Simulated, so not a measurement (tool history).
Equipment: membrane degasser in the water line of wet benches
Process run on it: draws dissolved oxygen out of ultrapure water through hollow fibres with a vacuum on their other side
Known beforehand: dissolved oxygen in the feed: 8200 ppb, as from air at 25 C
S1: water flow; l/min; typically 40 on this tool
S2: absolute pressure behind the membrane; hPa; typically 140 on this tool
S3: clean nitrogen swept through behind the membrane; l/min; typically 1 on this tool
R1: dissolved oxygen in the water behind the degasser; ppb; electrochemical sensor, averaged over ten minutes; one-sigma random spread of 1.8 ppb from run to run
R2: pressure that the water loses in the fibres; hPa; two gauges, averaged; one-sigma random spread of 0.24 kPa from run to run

{"run": 1, "hour": 0.0, "S1": 40, "S2": 140, "S3": 1, "R1": 812.7, "R2": 619.4}
{"run": 2, "hour": 41.9, "S1": 40, "S2": 140, "S3": 1, "R1": 813.2, "R2": 617.2}
{"run": 3, "hour": 90.4, "S1": 40, "S2": 140, "S3": 1, "R1": 817, "R2": 617.5}
{"run": 4, "hour": 136.0, "S1": 40, "S2": 140, "S3": 1, "R1": 814.1, "R2": 616.9}
{"run": 5, "hour": 172.5, "S1": 40, "S2": 140, "S3": 1, "R1": 816.1, "R2": 620.2}
{"run": 6, "hour": 214.1, "S1": 40, "S2": 140, "S3": 1, "R1": 814.6, "R2": 618.7}
{"run": 7, "hour": 245.1, "S1": 61, "S2": 140, "S3": 1, "R1": 1137.7, "R2": 937.7}
{"run": 8, "hour": 282.4, "S1": 61, "S2": 140, "S3": 1, "R1": 1137.9, "R2": 946}
{"run": 9, "hour": 321.1, "S1": 40, "S2": 140, "S3": 0.98, "R1": 832.3, "R2": 616.5}
{"run": 10, "hour": 362.3, "S1": 40, "S2": 140, "S3": 0.98, "R1": 829.2, "R2": 614}
{"hour": 385.7, "done": "vacuum gauge calibrated"}
{"run": 11, "hour": 389.8, "S1": 40, "S2": 140, "S3": 2.9, "R1": 352, "R2": 616.5}
{"run": 12, "hour": 429.5, "S1": 40, "S2": 140, "S3": 1, "R1": 818.2, "R2": 621}
{"run": 13, "hour": 463.8, "S1": 41, "S2": 140, "S3": 1, "R1": 836.2, "R2": 632.6}
{"run": 14, "hour": 488.6, "S1": 41, "S2": 140, "S3": 1, "R1": 839.2, "R2": 634.6}
{"run": 15, "hour": 519.5, "S1": 26, "S2": 94, "S3": 1.7, "R1": 217.9, "R2": 403.5}
{"run": 16, "hour": 565.6, "S1": 47, "S2": 166, "S3": 0.78, "R1": 1326.2, "R2": 728.1}
{"run": 17, "hour": 597.0, "S1": 47, "S2": 166, "S3": 0.78, "R1": 1332, "R2": 729.9}
{"run": 18, "hour": 630.1, "S1": 51, "S2": 102, "S3": 0.78, "R1": 800.4, "R2": 791.3}
{"run": 19, "hour": 667.6, "S1": 39, "S2": 191, "S3": 0.88, "R1": 1247.7, "R2": 603.7}
{"run": 20, "hour": 718.1, "S1": 28, "S2": 140, "S3": 2.36, "R1": 297.5, "R2": 431}
{"run": 21, "hour": 765.8, "S1": 40, "S2": 135, "S3": 1.54, "R1": 569.7, "R2": 619.9}
{"run": 22, "hour": 787.7, "S1": 39, "S2": 195, "S3": 0.45, "R1": 1945.7, "R2": 604.5}
{"run": 23, "hour": 809.8, "S1": 39, "S2": 195, "S3": 0.45, "R1": 1947.6, "R2": 607.9}
{"run": 24, "hour": 848.8, "S1": 47, "S2": 162, "S3": 0.62, "R1": 1498.6, "R2": 728.1}
{"run": 25, "hour": 873.2, "S1": 47, "S2": 162, "S3": 0.62, "R1": 1495.8, "R2": 727.6}
{"run": 26, "hour": 901.7, "S1": 40, "S2": 140, "S3": 1.85, "R1": 512.3, "R2": 619.6}
{"run": 27, "hour": 944.1, "S1": 40, "S2": 140, "S3": 1.85, "R1": 514.7, "R2": 620.9}
{"run": 28, "hour": 973.5, "S1": 58, "S2": 138, "S3": 1.85, "R1": 713.2, "R2": 897.1}

Each row is a separate what-if for the run after 28, all from the same tool condition, not one after another. Results?
{"run": "A", "hour": 1001.3, "S1": 40, "S2": 261, "S3": 1, "R1": "?", "R2": "?"}
{"run": "B", "hour": 1001.3, "S1": 39, "S2": 140, "S3": 0.83, "R1": "?", "R2": "?"}
{"run": "C", "hour": 1001.3, "S1": 41, "S2": 138, "S3": 1.07, "R1": "?", "R2": "?"}
{"run": "D", "hour": 1001.3, "S1": 61, "S2": 138, "S3": 1.85, "R1": "?", "R2": "?"}

run=A R1=1583.8 R2=622.1
run=B R1=927.1 R2=605.1
run=C R1=787.3 R2=636.4
run=D R1=744.4 R2=945.3
Stripped of hidden state, with their random variation kept, the same runs would have yielded:
run=A R1=1560.3 R2=621.7
run=B R1=913.3 R2=604.8
run=C R1=775.6 R2=636.1
run=D R1=733.2 R2=944.7

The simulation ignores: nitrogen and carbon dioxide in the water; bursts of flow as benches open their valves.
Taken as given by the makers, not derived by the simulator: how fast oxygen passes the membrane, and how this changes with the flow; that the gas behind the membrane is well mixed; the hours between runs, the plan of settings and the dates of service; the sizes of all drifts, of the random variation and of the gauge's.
